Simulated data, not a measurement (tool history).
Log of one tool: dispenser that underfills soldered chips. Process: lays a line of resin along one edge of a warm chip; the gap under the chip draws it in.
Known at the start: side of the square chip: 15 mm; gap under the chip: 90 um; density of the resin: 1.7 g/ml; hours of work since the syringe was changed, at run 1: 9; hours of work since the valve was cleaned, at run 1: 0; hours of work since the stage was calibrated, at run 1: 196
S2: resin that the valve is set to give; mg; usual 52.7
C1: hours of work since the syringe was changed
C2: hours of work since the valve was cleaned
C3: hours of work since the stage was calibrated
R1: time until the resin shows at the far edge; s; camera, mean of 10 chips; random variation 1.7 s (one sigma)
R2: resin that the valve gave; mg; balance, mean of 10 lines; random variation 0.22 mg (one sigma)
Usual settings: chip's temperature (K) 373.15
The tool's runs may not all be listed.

run 1 hour=0.0 | chip's_temperature_(K)=373.15 S2=52.7 | C1=9 C2=0 C3=196 | R1=360.1 R2=52.35
-- hour=1.5 new syringe of resin
run 2 hour=11.4 | chip's_temperature_(K)=373.15 S2=52.7 | C1=7 C2=7 C3=203 | R1=280.7 R2=52.18
-- hour=16.7 new syringe of resin
run 3 hour=19.5 | chip's_temperature_(K)=373.15 S2=52.7 | C1=2 C2=12 C3=208 | R1=188.7 R2=51.95
run 4 hour=26.2 | chip's_temperature_(K)=373.15 S2=52.7 | C1=6 C2=17 C3=212 | R1=266.5 R2=51.84
-- hour=32.3 new syringe of resin
run 5 hour=38.9 | chip's_temperature_(K)=373.15 S2=62.9 | C1=4 C2=25 C3=221 | R1=229.6 R2=61.58
-- hour=47.6 new syringe of resin
run 6 hour=52.6 | chip's_temperature_(K)=373.15 S2=62.9 | C1=3 C2=34 C3=229 | R1=212.6 R2=60.73
run 7 hour=62.1 | chip's_temperature_(K)=373.15 S2=53.6 | C1=10 C2=40 C3=236 | R1=358.4 R2=51.57
-- hour=63.0 new syringe of resin
run 8 hour=70.1 | chip's_temperature_(K)=373.15 S2=53.6 | C1=5 C2=45 C3=241 | R1=244.2 R2=51.33
-- hour=78.4 new syringe of resin
run 9 hour=78.5 | chip's_temperature_(K)=373.15 S2=53.6 | C1=0 C2=51 C3=246 | R1=164.1 R2=51.16
run 10 hour=92.0 | chip's_temperature_(K)=373.15 S2=53.6 | C1=9 C2=59 C3=255 | R1=340.1 R2=50.79
-- hour=93.6 dispensing valve cleaned and set on the balance
-- hour=95.2 new syringe of resin
run 11 hour=99.7 | chip's_temperature_(K)=373.15 S2=53.6 | C1=3 C2=4 C3=259 | R1=204.2 R2=53.37
run 12 hour=107.1 | chip's_temperature_(K)=373.15 S2=53.6 | C1=8 C2=9 C3=264 | R1=307.9 R2=53.42
-- hour=110.5 new syringe of resin
run 13 hour=118.7 | chip's_temperature_(K)=378.15 S2=51.6 | C1=5 C2=16 C3=271 | R1=219.6 R2=50.92
-- hour=126.3 new syringe of resin
run 14 hour=132.0 | chip's_temperature_(K)=378.15 S2=51.6 | C1=4 C2=25 C3=280 | R1=189.6 R2=50.57
run 15 hour=139.1 | chip's_temperature_(K)=378.15 S2=44.9 | C1=8 C2=29 C3=285 | R1=293.9 R2=43.56
-- hour=142.6 new syringe of resin
run 16 hour=147.3 | chip's_temperature_(K)=386.15 S2=51.0 | C1=3 C2=35 C3=290 | R1=154.6 R2=49.56
-- hour=158.0 new syringe of resin
run 17 hour=159.8 | chip's_temperature_(K)=386.15 S2=57.6 | C1=1 C2=43 C3=298 | R1=127.2 R2=55.50
run 18 hour=170.9 | chip's_temperature_(K)=365.15 S2=56.3 | C1=8 C2=50 C3=305 | R1=407.4 R2=53.76
-- hour=174.2 new syringe of resin
run 19 hour=180.2 | chip's_temperature_(K)=366.15 S2=46.5 | C1=4 C2=56 C3=311 | R1=284.2 R2=44.16
-- hour=187.0 dispensing valve cleaned and set on the balance
run 20 hour=188.6 | chip's_temperature_(K)=359.15 S2=46.5 | C1=9 C2=1 C3=316 | R1=521.6 R2=46.30
-- hour=190.5 new syringe of resin
run 21 hour=199.8 | chip's_temperature_(K)=359.15 S2=46.5 | C1=6 C2=8 C3=323 | R1=399.7 R2=46.16
-- hour=206.4 new syringe of resin
run 22 hour=214.2 | chip's_temperature_(K)=359.15 S2=46.5 | C1=5 C2=17 C3=333 | R1=376.8 R2=45.77
-- hour=221.8 new syringe of resin
run 23 hour=221.8 | chip's_temperature_(K)=374.15 S2=51.1 | C1=0 C2=22 C3=337 | R1=156.5 R2=50.15

4 ways to go on from here, each from the tool as it stands after run 23. What would each give?
run A hour=232.9 | chip's_temperature_(K)=374.15 S2=59.8 | C1=7 C2=30 C3=345 | R1=? R2=?
run B hour=232.9 | chip's_temperature_(K)=364.15 S2=52.7 | C1=7 C2=30 C3=345 | R1=? R2=?
run C hour=232.9 | chip's_temperature_(K)=384.15 S2=62.8 | C1=7 C2=30 C3=345 | R1=? R2=?
run D hour=232.9 | chip's_temperature_(K)=366.15 S2=50.8 | C1=7 C2=30 C3=345 | R1=? R2=?

run=A R1=282.0 R2=58.35
run=B R1=386.3 R2=51.52
run=C R1=215.1 R2=61.14
run=D R1=361.2 R2=49.44
Without the tool's hidden state the same runs would have given:
run=A R1=164.7 R2=59.79
run=B R1=226.5 R2=52.79
run=C R1=125.4 R2=62.65
run=D R1=211.2 R2=50.66

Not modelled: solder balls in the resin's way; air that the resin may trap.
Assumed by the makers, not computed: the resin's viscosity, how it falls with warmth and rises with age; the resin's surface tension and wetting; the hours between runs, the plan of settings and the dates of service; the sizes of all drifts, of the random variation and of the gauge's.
